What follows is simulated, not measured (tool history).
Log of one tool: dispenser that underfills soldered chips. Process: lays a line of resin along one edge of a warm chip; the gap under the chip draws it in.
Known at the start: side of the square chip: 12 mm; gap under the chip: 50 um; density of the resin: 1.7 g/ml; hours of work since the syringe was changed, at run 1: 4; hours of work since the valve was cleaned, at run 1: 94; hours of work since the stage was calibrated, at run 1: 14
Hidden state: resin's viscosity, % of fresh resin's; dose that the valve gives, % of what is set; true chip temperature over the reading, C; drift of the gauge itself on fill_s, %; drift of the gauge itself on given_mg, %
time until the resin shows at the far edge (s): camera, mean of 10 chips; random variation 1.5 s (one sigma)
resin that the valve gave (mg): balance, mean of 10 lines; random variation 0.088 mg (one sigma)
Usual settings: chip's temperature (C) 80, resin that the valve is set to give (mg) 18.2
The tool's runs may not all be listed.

| run | hour | chip's temperature (C) | resin that the valve is set to give (mg) | hours of work since the syringe was changed | hours of work since the valve was cleaned | hours of work since the stage was calibrated | time until the resin shows at the far edge (s) | resin that the valve gave (mg) |
|---|---|---|---|---|---|---|---|---|
| 1 | 0 | 80 | 18.2 | 4 | 94 | 14 | 173.9 | 17.43 |
|  | 2.8 | new syringe of resin |
| 2 | 9.3 | 80 | 18.2 | 5 | 100 | 20 | 184.3 | 17.2 |
|  | 10.5 | new syringe of resin |
| 3 | 14.8 | 80 | 18.2 | 3 | 104 | 24 | 169.7 | 17.19 |
|  | 18.5 | new syringe of resin |
| 4 | 23.2 | 80 | 18.2 | 3 | 109 | 30 | 175 | 17.15 |
|  | 26.5 | new syringe of resin |
| 5 | 31 | 66 | 18.2 | 3 | 115 | 35 | 357 | 16.95 |
|  | 34.3 | new syringe of resin |
| 6 | 36.4 | 66 | 18.2 | 1 | 118 | 39 | 324.6 | 16.95 |
|  | 42.4 | new syringe of resin |
| 7 | 44.6 | 80 | 18.2 | 2 | 124 | 44 | 155.2 | 17.06 |
|  | 50.4 | new syringe of resin |
|  | 52.3 | dispensing valve cleaned and set on the balance |
| 8 | 55.3 | 80 | 18.2 | 3 | 2 | 51 | 168.4 | 18.32 |
|  | 59.7 | new syringe of resin |
| 9 | 64.5 | 80 | 21.1 | 3 | 8 | 57 | 166.4 | 20.97 |
|  | 67.5 | new syringe of resin |
| 10 | 71.6 | 80 | 18.2 | 3 | 13 | 62 | 166.4 | 17.9 |
|  | 75.6 | new syringe of resin |
| 11 | 76.4 | 80 | 18.2 | 1 | 16 | 65 | 145.8 | 18.02 |
| 12 | 81.3 | 80 | 18.2 | 4 | 20 | 69 | 179.8 | 17.96 |
|  | 83.7 | new syringe of resin |
|  | 91.5 | new syringe of resin |
| 13 | 92.1 | 80 | 22.9 | 0 | 27 | 76 | 140.6 | 22.75 |
| 14 | 98.5 | 74 | 18.2 | 5 | 32 | 80 | 251 | 17.86 |
|  | 99.3 | new syringe of resin |
|  | 107.6 | new syringe of resin |
| 15 | 109.4 | 74 | 18.2 | 1 | 39 | 88 | 209.5 | 17.65 |
| 16 | 115 | 74 | 18.2 | 5 | 43 | 92 | 255.5 | 17.78 |
|  | 116.1 | new syringe of resin |
| 17 | 122.9 | 80 | 18.2 | 5 | 48 | 97 | 184.1 | 17.63 |
|  | 124.8 | new syringe of resin |
|  | 132.7 | new syringe of resin |
| 18 | 132.9 | 80 | 18.2 | 0 | 55 | 104 | 143.3 | 17.72 |
|  | 140.5 | new syringe of resin |
| 19 | 141.8 | 80 | 18.2 | 1 | 61 | 110 | 154.5 | 17.54 |
| 20 | 147.9 | 80 | 22.5 | 5 | 65 | 114 | 192.6 | 21.66 |
|  | 148.9 | new syringe of resin |
| 21 | 154.3 | 75 | 16.6 | 4 | 70 | 118 | 239.2 | 15.92 |
|  | 156.9 | new syringe of resin |
| 22 | 162 | 87 | 20.6 | 4 | 75 | 123 | 121.6 | 19.8 |
|  | 165 | new syringe of resin |
| 23 | 169.1 | 87 | 20.6 | 3 | 80 | 128 | 117.3 | 19.68 |
|  | 172.9 | new syringe of resin |
| 24 | 180 | 90 | 22.7 | 5 | 87 | 136 | 114.6 | 21.79 |
|  | 181.3 | new syringe of resin |
| 25 | 186.9 | 79 | 21.4 | 4 | 92 | 140 | 181.8 | 20.25 |
|  | 189.2 | new syringe of resin |
|  | 197.7 | new syringe of resin |
| 26 | 197.9 | 72 | 16.1 | 0 | 99 | 148 | 224.7 | 15.17 |
| 27 | 203.1 | 86 | 15.7 | 4 | 103 | 151 | 139.6 | 14.86 |
|  | 206 | new syringe of resin |
| 28 | 213.1 | 86 | 15.7 | 5 | 110 | 158 | 150 | 14.75 |
|  | 214.4 | new syringe of resin |
| 29 | 221.2 | 86 | 22.6 | 5 | 115 | 164 | 136.2 | 21.16 |
|  | 222.3 | new syringe of resin |
|  | 230.5 | new syringe of resin |
| 30 | 232.2 | 86 | 22.6 | 1 | 122 | 171 | 111.5 | 20.99 |
|  | 238.8 | new syringe of resin |
| 31 | 240.2 | 89 | 23.1 | 1 | 128 | 177 | 96 | 21.43 |
|  | 242 | dispensing valve cleaned and set on the balance |
|  | 247.6 | new syringe of resin |
| 32 | 249 | 89 | 23.1 | 1 | 5 | 182 | 97.6 | 23.06 |
|  | 255.9 | new syringe of resin |
| 33 | 257.8 | 89 | 23.1 | 1 | 11 | 188 | 98.6 | 22.99 |
|  | 263.7 | new syringe of resin |
| 34 | 266.8 | 87 | 16.5 | 2 | 17 | 194 | 119.8 | 16.31 |
|  | 272.1 | new syringe of resin |
| 35 | 274.5 | 67 | 15.6 | 2 | 22 | 199 | 320.5 | 15.29 |

Hidden state or all else? Some run-to-run changes of time until the resin shows at the far edge (s), split into what the settings, what came in and random variation would give without the hidden state, and what is left for the hidden state (with any gauge scatter that isn't in both results):
Run 4 -> 5: chip's temperature (C) 80 -> 66, new syringe of resin. time until the resin shows at the far edge (s) +182: hidden state +30.4, all else +151.6.
Run 6 -> 7: chip's temperature (C) 66 -> 80, new syringe of resin. time until the resin shows at the far edge (s) -169.4: hidden state -17.1, all else -152.3.
Run 13 -> 14: chip's temperature (C) 80 -> 74, resin that the valve is set to give (mg) 22.9 -> 18.2. time until the resin shows at the far edge (s) +110.4: hidden state +56.1, all else +54.3.
Run 14 -> 15: new syringe of resin, new syringe of resin. time until the resin shows at the far edge (s) -41.5: hidden state -43.7, all else +2.2.
Run 15 -> 16: no setting changed, nothing entered. time until the resin shows at the far edge (s) +46: hidden state +50.2, all else -4.2.
Run 34 -> 35: chip's temperature (C) 87 -> 67, resin that the valve is set to give (mg) 16.5 -> 15.6, new syringe of resin. time until the resin shows at the far edge (s) +200.7: hidden state +13.6, all else +187.1.
